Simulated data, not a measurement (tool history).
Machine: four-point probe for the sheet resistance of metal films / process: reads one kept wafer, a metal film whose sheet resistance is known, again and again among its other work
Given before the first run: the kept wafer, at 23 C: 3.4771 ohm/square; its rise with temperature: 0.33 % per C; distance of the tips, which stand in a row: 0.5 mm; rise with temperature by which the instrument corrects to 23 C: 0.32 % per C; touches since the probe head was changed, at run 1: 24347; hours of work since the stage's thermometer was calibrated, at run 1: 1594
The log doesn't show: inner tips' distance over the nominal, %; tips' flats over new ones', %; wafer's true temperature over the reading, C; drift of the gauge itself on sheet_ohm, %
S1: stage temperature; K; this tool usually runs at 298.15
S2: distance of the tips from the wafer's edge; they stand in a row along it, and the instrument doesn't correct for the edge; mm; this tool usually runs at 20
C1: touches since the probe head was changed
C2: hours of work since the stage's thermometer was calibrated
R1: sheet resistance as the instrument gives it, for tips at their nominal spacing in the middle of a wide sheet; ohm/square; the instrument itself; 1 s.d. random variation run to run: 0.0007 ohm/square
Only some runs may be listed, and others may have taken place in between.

Run 1, day 0.000: usual settings; C1 24347; C2 1594. Result: R1 3.494489 ohm/square.
Run 2, day 0.683: usual settings; C1 25207; C2 1606. Result: R1 3.494035 ohm/square.
Run 3, day 1.179: usual settings but S1 304.15 K; C1 25827; C2 1615. Result: R1 3.496657 ohm/square.
Run 4, day 1.567: usual settings but S1 304.15 K; C1 26315; C2 1622. Result: R1 3.495759 ohm/square.
Run 5, day 2.154: usual settings but S1 304.15 K; C1 27049; C2 1633. Result: R1 3.497512 ohm/square.
Run 6, day 2.600: usual settings but S1 304.15 K; C1 27614; C2 1641. Result: R1 3.497044 ohm/square.
Run 7, day 3.117: usual settings but S1 304.15 K; C1 28258; C2 1650. Result: R1 3.496468 ohm/square.
Run 8, day 3.488: usual settings but S1 304.15 K; C1 28727; C2 1657. Result: R1 3.495734 ohm/square.
Run 9, day 4.192: usual settings but S1 304.15 K; C1 29612; C2 1669. Result: R1 3.496505 ohm/square.
Run 10, day 4.642: usual settings; C1 30176; C2 1677. Result: R1 3.494302 ohm/square.
Run 11, day 5.108: usual settings; C1 30762; C2 1686. Result: R1 3.496062 ohm/square.
Run 12, day 5.733: usual settings but S1 292.15 K; C1 31548; C2 1697. Result: R1 3.493795 ohm/square.
Run 13, day 6.192: usual settings; C1 32123; C2 1705. Result: R1 3.496424 ohm/square.
Run 14, day 6.488: usual settings; C1 32492; C2 1711. Result: R1 3.496031 ohm/square.
At day 7.167: stage's thermometer calibrated.
Run 15, day 7.167: usual settings but S2 10 mm; C1 33323; C2 0. Result: R1 3.494406 ohm/square.
Run 16, day 7.862: usual settings but S1 299.15 K, S2 10 mm; C1 34196; C2 13. Result: R1 3.495541 ohm/square.
Run 17, day 8.275: usual settings but S1 307.15 K; C1 34711; C2 20. Result: R1 3.495530 ohm/square.
Run 18, day 8.917: usual settings but S1 297.15 K; C1 35519; C2 31. Result: R1 3.492604 ohm/square.
Run 19, day 9.354: usual settings; C1 36068; C2 39. Result: R1 3.492878 ohm/square.
Run 20, day 10.050: usual settings; C1 36943; C2 52. Result: R1 3.492419 ohm/square.
Run 21, day 10.488: usual settings but S1 307.15 K; C1 37490; C2 60. Result: R1 3.494550 ohm/square.
Run 22, day 10.821: usual settings but S1 307.15 K; C1 37907; C2 66. Result: R1 3.494767 ohm/square.
Run 23, day 11.529: usual settings but S1 295.15 K, S2 38 mm; C1 38801; C2 78. Result: R1 3.491027 ohm/square.
Run 24, day 11.842: usual settings but S1 292.15 K, S2 65 mm; C1 39192; C2 84. Result: R1 3.490207 ohm/square.
Run 25, day 12.533: usual settings but S1 292.15 K, S2 65 mm; C1 40061; C2 96. Result: R1 3.490337 ohm/square.
Run 26, day 13.238: usual settings but S1 292.15 K, S2 65 mm; C1 40943; C2 109. Result: R1 3.490355 ohm/square.
Run 27, day 13.642: usual settings but S1 292.15 K, S2 65 mm; C1 41452; C2 116. Result: R1 3.491305 ohm/square.
Run 28, day 14.033: usual settings but S1 291.15 K, S2 5 mm; C1 41947; C2 123. Result: R1 3.509306 ohm/square.
Run 29, day 14.562: usual settings but S1 305.15 K, S2 11 mm; C1 42608; C2 133. Result: R1 3.498523 ohm/square.
Run 30, day 15.117: usual settings but S1 305.15 K, S2 11 mm; C1 43303; C2 143. Result: R1 3.499240 ohm/square.
Run 31, day 15.421: usual settings but S2 28 mm; C1 43685; C2 148. Result: R1 3.494376 ohm/square.
Run 32, day 15.833: usual settings but S1 291.15 K, S2 22 mm; C1 44205; C2 156. Result: R1 3.491257 ohm/square.
Run 33, day 16.162: usual settings but S2 6 mm; C1 44621; C2 162. Result: R1 3.505424 ohm/square.
Run 34, day 16.742: usual settings but S2 6 mm; C1 45345; C2 172. Result: R1 3.506831 ohm/square.
Run 35, day 17.312: usual settings but S1 292.15 K, S2 4 mm; C1 46064; C2 182. Result: R1 3.521856 ohm/square.
Run 36, day 17.679: usual settings but S1 301.15 K, S2 18 mm; C1 46522; C2 189. Result: R1 3.496467 ohm/square.
Run 37, day 18.208: usual settings but S1 300.15 K, S2 8 mm; C1 47189; C2 199. Result: R1 3.500537 ohm/square.
Run 38, day 18.633: usual settings but S1 296.15 K, S2 7 mm; C1 47724; C2 206. Result: R1 3.502890 ohm/square.
Run 39, day 19.304: usual settings but S2 16 mm; C1 48562; C2 218. Result: R1 3.495980 ohm/square.
Run 40, day 19.646: usual settings but S2 16 mm; C1 48995; C2 224. Result: R1 3.494718 ohm/square.
Run 41, day 19.950: usual settings but S1 296.15 K, S2 22 mm; C1 49377; C2 230. Result: R1 3.494077 ohm/square.
Run 42, day 20.462: usual settings but S1 295.15 K, S2 22 mm; C1 50021; C2 239. Result: R1 3.494266 ohm/square.
Run 43, day 20.838: usual settings but S1 304.15 K, S2 4 mm; C1 50488; C2 246. Result: R1 3.523967 ohm/square.
Run 44, day 21.233: usual settings but S1 304.15 K, S2 4 mm; C1 50989; C2 253. Result: R1 3.526033 ohm/square.

What if the next run were any one of these 4? Each begins from the tool's condition after run 44:
Run A, day 21.750: usual settings but S1 304.15 K, S2 5 mm; C1 51637; C2 262. Result: R1 ?.
Run B, day 21.750: usual settings but S1 294.15 K, S2 9 mm; C1 51637; C2 262. Result: R1 ?.
Run C, day 21.750: usual settings but S1 295.15 K, S2 15 mm; C1 51637; C2 262. Result: R1 ?.
Run D, day 21.750: usual settings but S1 301.15 K, S2 16 mm; C1 51637; C2 262. Result: R1 ?.

run        R1
  A  3.514453
  B  3.498877
  C  3.494574
  D  3.495846
What these runs would have given with no unlogged condition in the tool:
run        R1
  A  3.497743
  B  3.482252
  C  3.477967
  D  3.479223
